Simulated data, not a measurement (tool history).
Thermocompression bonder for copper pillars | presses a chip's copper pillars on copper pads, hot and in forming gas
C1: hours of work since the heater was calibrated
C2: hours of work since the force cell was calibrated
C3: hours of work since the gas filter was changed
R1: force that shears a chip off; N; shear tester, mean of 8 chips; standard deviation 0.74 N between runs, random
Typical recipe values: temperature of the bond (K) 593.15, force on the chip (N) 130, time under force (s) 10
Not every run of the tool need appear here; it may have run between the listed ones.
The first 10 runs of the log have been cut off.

Run 11, hour 184.4: usual settings; C1 269; C2 392; C3 39. Result: R1 58.2 N.
Run 12, hour 202.3: usual settings; C1 276; C2 399; C3 47. Result: R1 57.9 N.
Run 13, hour 216.9: usual settings but force on the chip (N) 80; C1 283; C2 405; C3 53. Result: R1 42.4 N.
Run 14, hour 231.9: usual settings but time under force (s) 17; C1 289; C2 412; C3 59. Result: R1 68.2 N.
Run 15, hour 245.6: usual settings but time under force (s) 17; C1 295; C2 417; C3 65. Result: R1 66.2 N.
Run 16, hour 266.9: usual settings; C1 304; C2 426; C3 74. Result: R1 57.7 N.
Run 17, hour 284.3: usual settings but temperature of the bond (K) 578.15, force on the chip (N) 111, time under force (s) 16; C1 311; C2 434; C3 81. Result: R1 53.4 N.
Run 18, hour 306.8: usual settings but temperature of the bond (K) 589.15, time under force (s) 22; C1 320; C2 443; C3 90. Result: R1 67.1 N.
Run 19, hour 321.6: usual settings but temperature of the bond (K) 589.15, time under force (s) 22; C1 327; C2 449; C3 97. Result: R1 69.7 N.
Run 20, hour 335.0: usual settings but temperature of the bond (K) 610.15, force on the chip (N) 139; C1 332; C2 455; C3 102. Result: R1 67.7 N.
Run 21, hour 351.9: usual settings but temperature of the bond (K) 602.15, force on the chip (N) 97, time under force (s) 5; C1 339; C2 462; C3 109. Result: R1 40.5 N.
At hour 356.8: forming gas filter changed.
Run 22, hour 362.3: usual settings but temperature of the bond (K) 584.15, force on the chip (N) 94, time under force (s) 23; C1 343; C2 466; C3 2. Result: R1 59.0 N.
Run 23, hour 385.0: usual settings but temperature of the bond (K) 584.15, force on the chip (N) 94, time under force (s) 23; C1 353; C2 476; C3 12. Result: R1 59.2 N.
Run 24, hour 399.8: usual settings but temperature of the bond (K) 584.15, force on the chip (N) 94, time under force (s) 23; C1 359; C2 482; C3 18. Result: R1 58.9 N.
Run 25, hour 416.6: usual settings but temperature of the bond (K) 571.15, force on the chip (N) 127; C1 366; C2 489; C3 25. Result: R1 48.7 N.
Run 26, hour 434.4: usual settings but temperature of the bond (K) 602.15, force on the chip (N) 79, time under force (s) 5; C1 374; C2 496; C3 33. Result: R1 36.9 N.
Run 27, hour 445.0: usual settings but temperature of the bond (K) 587.15, force on the chip (N) 79, time under force (s) 29; C1 378; C2 501; C3 37. Result: R1 58.3 N.
Run 28, hour 468.2: usual settings but temperature of the bond (K) 563.15; C1 388; C2 510; C3 47. Result: R1 46.0 N.
Run 29, hour 480.1: usual settings but temperature of the bond (K) 578.15, force on the chip (N) 148, time under force (s) 25; C1 393; C2 515; C3 52. Result: R1 71.9 N.
Run 30, hour 490.7: usual settings but temperature of the bond (K) 578.15, force on the chip (N) 148, time under force (s) 25; C1 397; C2 520; C3 56. Result: R1 71.7 N.
Run 31, hour 500.4: usual settings but temperature of the bond (K) 578.15, force on the chip (N) 148, time under force (s) 25; C1 401; C2 524; C3 60. Result: R1 71.2 N.
Run 32, hour 523.1: usual settings but temperature of the bond (K) 578.15, force on the chip (N) 88, time under force (s) 25; C1 411; C2 533; C3 70. Result: R1 54.8 N.

Alternative continuations, all from the tool just after run 32; predict every row:
Run A, hour 544.1: usual settings but temperature of the bond (K) 621.15, force on the chip (N) 120, time under force (s) 25; C1 420; C2 542; C3 79. Result: R1 ?.
Run B, hour 544.1: usual settings but time under force (s) 5; C1 420; C2 542; C3 79. Result: R1 ?.
Run C, hour 544.1: usual settings but temperature of the bond (K) 574.15, force on the chip (N) 86, time under force (s) 25; C1 420; C2 542; C3 79. Result: R1 ?.
Run D, hour 544.1: usual settings but temperature of the bond (K) 620.15, force on the chip (N) 150; C1 420; C2 542; C3 79. Result: R1 ?.

run    R1
  A  79.2
  B  45.9
  C  51.5
  D  73.8
Take away the tool's hidden state, keep each run's random variation, and the runs would have read:
run    R1
  A  78.8
  B  42.7
  C  48.1
  D  72.4
